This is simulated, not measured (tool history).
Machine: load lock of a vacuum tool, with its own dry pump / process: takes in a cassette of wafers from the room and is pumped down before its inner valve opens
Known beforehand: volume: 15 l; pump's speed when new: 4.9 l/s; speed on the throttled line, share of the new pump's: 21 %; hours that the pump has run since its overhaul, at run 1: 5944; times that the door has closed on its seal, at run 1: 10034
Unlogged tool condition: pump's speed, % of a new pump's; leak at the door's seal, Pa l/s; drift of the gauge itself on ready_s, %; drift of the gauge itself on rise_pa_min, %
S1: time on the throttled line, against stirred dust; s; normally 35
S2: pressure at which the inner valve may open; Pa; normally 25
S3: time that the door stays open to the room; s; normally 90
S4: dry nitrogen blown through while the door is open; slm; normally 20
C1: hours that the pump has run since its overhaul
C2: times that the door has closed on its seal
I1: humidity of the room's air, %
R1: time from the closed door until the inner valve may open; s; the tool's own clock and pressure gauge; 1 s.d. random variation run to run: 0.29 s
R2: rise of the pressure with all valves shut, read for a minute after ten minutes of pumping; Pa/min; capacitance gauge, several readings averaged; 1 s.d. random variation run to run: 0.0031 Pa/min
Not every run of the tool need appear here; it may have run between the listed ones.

run    hour  S1  S2   S3  S4    C1     C2    I1    R1     R2
  1     0.0  35  25   90  20  5944  10034  43.0  54.2  0.135
  2   176.8  38  25   90  20  6121  10479  41.7  56.2  0.136
  3   328.8  35  25   90  20  6273  10862  44.1  54.1  0.137
  4   450.3  35  25   90  20  6395  11168  44.8  53.8  0.147
  5   633.6  35  25   90  20  6578  11630  46.2  54.1  0.146
  6   823.3  35  25   48  20  6768  12108  44.3  54.0  0.117
  7   919.3  35  25   48  20  6864  12350  44.8  54.1  0.113
  8  1129.2  35  25   48  20  7073  12879  48.7  54.3  0.132
  9  1303.6  35  25  121  20  7248  13318  47.1  54.5  0.169
 10  1446.3  35  25   90  20  7391  13678  43.4  54.3  0.155
 11  1667.6  35  25   90  20  7612  14235  46.8  54.3  0.163
 12  1852.5  35  31   90  20  7797  14701  41.2  53.2  0.149
 13  2037.5  22  45   91  32  7982  15167  45.4  42.3  0.152
 14  2156.6  22  45   91  32  8101  15467  42.0  42.2  0.147
 15  2262.8  67  45   98   4  8207  15735  46.4  77.9  0.224
 16  2380.3  29  21   90  20  8325  16031  43.0  49.9  0.160
 17  2483.9  29  21   90  20  8428  16292  45.3  50.3  0.173
 18  2600.3  29  21   90  20  8545  16585  46.0  50.5  0.186
 19  2719.3  29  21   90  20  8664  16885  44.4  50.3  0.171
 20  2875.7  35  25   90  27  8820  17279  42.0  54.3  0.164
 21  3082.1  35  25   90  27  9026  17799  44.6  54.8  0.171
 22  3223.7  35  20   90   6  9168  18156  44.1  55.6  0.225
 23  3330.8  35  19   90  20  9275  18426  46.0  55.7  0.194

A few steps of R1 between consecutive runs. Split each: what settings, incoming material and random variation would produce without the hidden state, and what is left over for the hidden state, along with gauge scatter present in only one of the two compared results (measured, and without hidden state):
Run 14 -> 15: S1 22 -> 67, S3 91 -> 98, S4 32 -> 4. R1 +35.7 s: hidden state -0.7, all else +36.4.
Run 15 -> 16: S1 67 -> 29, S2 45 -> 21, S3 98 -> 90, S4 4 -> 20. R1 -28.0 s: hidden state +0.9, all else -28.9.

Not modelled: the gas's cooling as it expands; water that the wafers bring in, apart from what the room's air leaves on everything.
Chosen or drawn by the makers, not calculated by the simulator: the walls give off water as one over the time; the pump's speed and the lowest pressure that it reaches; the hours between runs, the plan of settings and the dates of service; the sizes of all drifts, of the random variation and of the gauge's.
